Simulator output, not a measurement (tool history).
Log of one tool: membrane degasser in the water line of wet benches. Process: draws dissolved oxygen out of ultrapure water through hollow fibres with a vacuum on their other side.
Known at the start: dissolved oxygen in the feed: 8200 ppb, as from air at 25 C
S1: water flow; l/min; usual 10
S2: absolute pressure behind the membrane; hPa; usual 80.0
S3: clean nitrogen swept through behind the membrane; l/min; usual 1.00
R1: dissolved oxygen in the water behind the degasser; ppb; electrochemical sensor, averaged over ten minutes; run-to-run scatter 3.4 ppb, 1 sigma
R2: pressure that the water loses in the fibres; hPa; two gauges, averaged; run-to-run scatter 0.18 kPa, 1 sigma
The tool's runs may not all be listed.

| run | day | S1 | S2 | S3 | R1 | R2 |
|---|---|---|---|---|---|---|
| 1 | 0.000 | 10 | 80.0 | 1.00 | 377.7 | 352.4 |
|  | 4.038 | vacuum gauge calibrated |
| 2 | 4.558 | 10 | 80.0 | 1.00 | 366.1 | 358.6 |
| 3 | 12.571 | 10 | 80.0 | 2.83 | 295.6 | 354.1 |
| 4 | 19.358 | 10 | 60.0 | 1.00 | 320.9 | 358.8 |
|  | 20.212 | seals of the vacuum lines changed |
| 5 | 25.783 | 10 | 60.0 | 1.00 | 322.3 | 356.5 |
| 6 | 30.562 | 7 | 60.0 | 1.00 | 157.3 | 253.1 |
| 7 | 36.942 | 7 | 60.0 | 1.00 | 156.9 | 251.2 |
| 8 | 44.579 | 7 | 60.0 | 1.00 | 157.2 | 251.2 |
| 9 | 51.150 | 7 | 60.0 | 1.00 | 156.0 | 253.8 |
| 10 | 55.642 | 7 | 60.0 | 1.00 | 157.3 | 251.7 |
| 11 | 61.471 | 10 | 110.8 | 1.00 | 436.0 | 354.6 |
| 12 | 68.300 | 10 | 110.8 | 1.00 | 440.2 | 358.4 |
| 13 | 74.654 | 10 | 80.0 | 1.00 | 371.5 | 360.6 |
| 14 | 82.912 | 7 | 80.0 | 1.00 | 195.9 | 250.3 |
| 15 | 88.496 | 10 | 130.6 | 1.00 | 482.2 | 359.2 |
| 16 | 94.296 | 10 | 130.6 | 1.00 | 497.2 | 361.4 |
| 17 | 98.888 | 15 | 79.7 | 1.92 | 661.1 | 541.9 |
| 18 | 106.225 | 10 | 80.0 | 0.65 | 432.6 | 360.1 |
| 19 | 110.312 | 10 | 80.0 | 0.65 | 431.8 | 361.2 |
| 20 | 117.733 | 16 | 103.7 | 1.00 | 866.1 | 581.5 |
| 21 | 124.121 | 16 | 148.7 | 1.30 | 925.8 | 578.7 |
| 22 | 130.592 | 6 | 87.4 | 2.74 | 107.3 | 215.9 |
| 23 | 137.125 | 13 | 53.7 | 2.97 | 485.1 | 473.1 |
| 24 | 144.179 | 13 | 53.7 | 2.97 | 489.2 | 473.0 |
| 25 | 151.988 | 12 | 157.7 | 2.20 | 547.4 | 435.6 |
| 26 | 156.942 | 12 | 145.3 | 0.60 | 843.4 | 438.9 |

What if the next run were any one of these 3? Each begins from the tool's condition after run 26:
| A | 162.233 | 11 | 126.1 | 0.60 | ? | ? |
| B | 162.233 | 14 | 92.9 | 1.86 | ? | ? |
| C | 162.233 | 7 | 191.0 | 0.84 | ? | ? |

| run | R1 | R2 |
|---|---|---|
| A | 701.7 | 400.4 |
| B | 635.1 | 508.7 |
| C | 430.4 | 253.6 |
Without the tool's unlogged condition, the same runs would have read:
| run | R1 | R2 |
|---|---|---|
| A | 636.5 | 378.6 |
| B | 554.3 | 481.0 |
| C | 390.6 | 239.8 |
